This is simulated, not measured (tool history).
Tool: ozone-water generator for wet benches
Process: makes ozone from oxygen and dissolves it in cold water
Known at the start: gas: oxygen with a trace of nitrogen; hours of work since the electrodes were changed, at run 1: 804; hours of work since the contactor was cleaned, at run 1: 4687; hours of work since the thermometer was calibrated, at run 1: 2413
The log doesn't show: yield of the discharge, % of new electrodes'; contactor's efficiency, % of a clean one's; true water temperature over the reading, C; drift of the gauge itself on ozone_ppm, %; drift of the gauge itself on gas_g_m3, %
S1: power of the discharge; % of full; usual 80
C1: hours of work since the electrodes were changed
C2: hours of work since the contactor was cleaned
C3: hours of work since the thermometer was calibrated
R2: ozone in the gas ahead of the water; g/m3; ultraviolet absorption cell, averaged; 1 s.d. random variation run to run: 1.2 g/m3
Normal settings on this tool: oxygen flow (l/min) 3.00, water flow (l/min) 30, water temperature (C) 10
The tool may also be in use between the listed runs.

Run 1, hour 0.0: usual settings; C1 804; C2 4687; C3 2413. Result: dissolved ozone (ppm) 10.8, R2 215.9 g/m3.
Run 2, hour 34.2: usual settings but S1 55 % of full; C1 834; C2 4717; C3 2443. Result: dissolved ozone (ppm) 8.9, R2 178.5 g/m3.
Run 3, hour 56.5: usual settings but S1 55 % of full; C1 853; C2 4736; C3 2462. Result: dissolved ozone (ppm) 8.9, R2 179.2 g/m3.
Run 4, hour 77.8: usual settings; C1 872; C2 4755; C3 2481. Result: dissolved ozone (ppm) 11.1, R2 216.7 g/m3.
Run 5, hour 108.0: usual settings but water temperature (C) 15; C1 899; C2 4782; C3 2508. Result: dissolved ozone (ppm) 10.2, R2 215.8 g/m3.
Run 6, hour 142.4: usual settings but water temperature (C) 15; C1 929; C2 4812; C3 2538. Result: dissolved ozone (ppm) 10.5, R2 217.3 g/m3.
Run 7, hour 180.8: usual settings but water temperature (C) 15; C1 963; C2 4846; C3 2572. Result: dissolved ozone (ppm) 10.4, R2 216.8 g/m3.
Run 8, hour 220.1: usual settings but water temperature (C) 15; C1 997; C2 4880; C3 2606. Result: dissolved ozone (ppm) 10.4, R2 213.7 g/m3.
At hour 223.7: water thermometer calibrated.
Run 9, hour 269.9: usual settings; C1 1041; C2 4924; C3 41. Result: dissolved ozone (ppm) 10.6, R2 216.1 g/m3.
Run 10, hour 306.5: usual settings; C1 1073; C2 4956; C3 73. Result: dissolved ozone (ppm) 10.6, R2 217.1 g/m3.
Run 11, hour 327.8: usual settings; C1 1092; C2 4975; C3 92. Result: dissolved ozone (ppm) 10.7, R2 216.7 g/m3.
Run 12, hour 373.9: usual settings; C1 1132; C2 5015; C3 132. Result: dissolved ozone (ppm) 10.4, R2 217.0 g/m3.
At hour 388.7: water thermometer calibrated, once more.
Run 13, hour 396.2: usual settings; C1 1151; C2 5034; C3 7. Result: dissolved ozone (ppm) 10.4, R2 216.2 g/m3.
Run 14, hour 434.7: usual settings but oxygen flow (l/min) 2.80, water temperature (C) 16; C1 1185; C2 5068; C3 40. Result: dissolved ozone (ppm) 10.0, R2 219.7 g/m3.
Run 15, hour 465.0: usual settings but S1 83 % of full, oxygen flow (l/min) 4.48, water temperature (C) 6; C1 1212; C2 5095; C3 67. Result: dissolved ozone (ppm) 13.3, R2 196.2 g/m3.
Run 16, hour 487.0: usual settings but S1 52 % of full, oxygen flow (l/min) 2.27, water flow (l/min) 21, water temperature (C) 12; C1 1231; C2 5114; C3 86. Result: dissolved ozone (ppm) 11.2, R2 189.2 g/m3.
Run 17, hour 526.2: usual settings but S1 52 % of full, oxygen flow (l/min) 2.39, water flow (l/min) 39, water temperature (C) 12; C1 1266; C2 5149; C3 121. Result: dissolved ozone (ppm) 5.5, R2 186.3 g/m3.
Run 18, hour 573.8: usual settings but water flow (l/min) 21, water temperature (C) 6; C1 1308; C2 5191; C3 163. Result: dissolved ozone (ppm) 16.5, R2 216.3 g/m3.
Run 19, hour 616.2: usual settings but S1 99 % of full, oxygen flow (l/min) 1.60, water flow (l/min) 35, water temperature (C) 6; C1 1345; C2 5228; C3 200. Result: dissolved ozone (ppm) 7.1, R2 290.6 g/m3.
Run 20, hour 636.5: usual settings but S1 45 % of full, oxygen flow (l/min) 2.25, water temperature (C) 14; C1 1363; C2 5246; C3 218. Result: dissolved ozone (ppm) 6.6, R2 176.8 g/m3.
Run 21, hour 671.0: usual settings but S1 69 % of full, oxygen flow (l/min) 2.25, water flow (l/min) 47, water temperature (C) 15; C1 1393; C2 5276; C3 248. Result: dissolved ozone (ppm) 4.6, R2 219.1 g/m3.
Run 22, hour 711.7: usual settings but S1 69 % of full, oxygen flow (l/min) 2.25, water flow (l/min) 47, water temperature (C) 15; C1 1429; C2 5312; C3 284. Result: dissolved ozone (ppm) 4.7, R2 220.4 g/m3.
Run 23, hour 760.0: usual settings but S1 69 % of full, oxygen flow (l/min) 2.25, water flow (l/min) 47, water temperature (C) 15; C1 1471; C2 5354; C3 327. Result: dissolved ozone (ppm) 4.8, R2 221.5 g/m3.
Run 24, hour 804.5: usual settings but S1 69 % of full, oxygen flow (l/min) 2.25, water flow (l/min) 47, water temperature (C) 15; C1 1511; C2 5394; C3 366. Result: dissolved ozone (ppm) 4.5, R2 218.3 g/m3.

What if the next run were any one of these 4? Each begins from the tool's condition after run 24:
Run A, hour 841.4: usual settings but oxygen flow (l/min) 2.39, water temperature (C) 9; C1 1543; C2 5426; C3 398. Result: dissolved ozone (ppm) ?, R2 ?.
Run B, hour 841.4: usual settings but S1 76 % of full, oxygen flow (l/min) 2.96, water flow (l/min) 31; C1 1543; C2 5426; C3 398. Result: dissolved ozone (ppm) ?, R2 ?.
Run C, hour 841.4: usual settings but water flow (l/min) 35; C1 1543; C2 5426; C3 398. Result: dissolved ozone (ppm) ?, R2 ?.
Run D, hour 841.4: usual settings but S1 52 % of full, oxygen flow (l/min) 2.50, water flow (l/min) 27; C1 1543; C2 5426; C3 398. Result: dissolved ozone (ppm) ?, R2 ?.

run  dissolved ozone (ppm)     R2
  A                    9.4  232.8
  B                    9.8  209.9
  C                    8.6  215.2
  D                    8.7  182.7
With no hidden state in the tool, these same runs would have given:
run  dissolved ozone (ppm)     R2
  A                    9.8  237.1
  B                   10.2  213.7
  C                    9.1  219.2
  D                    9.0  185.4
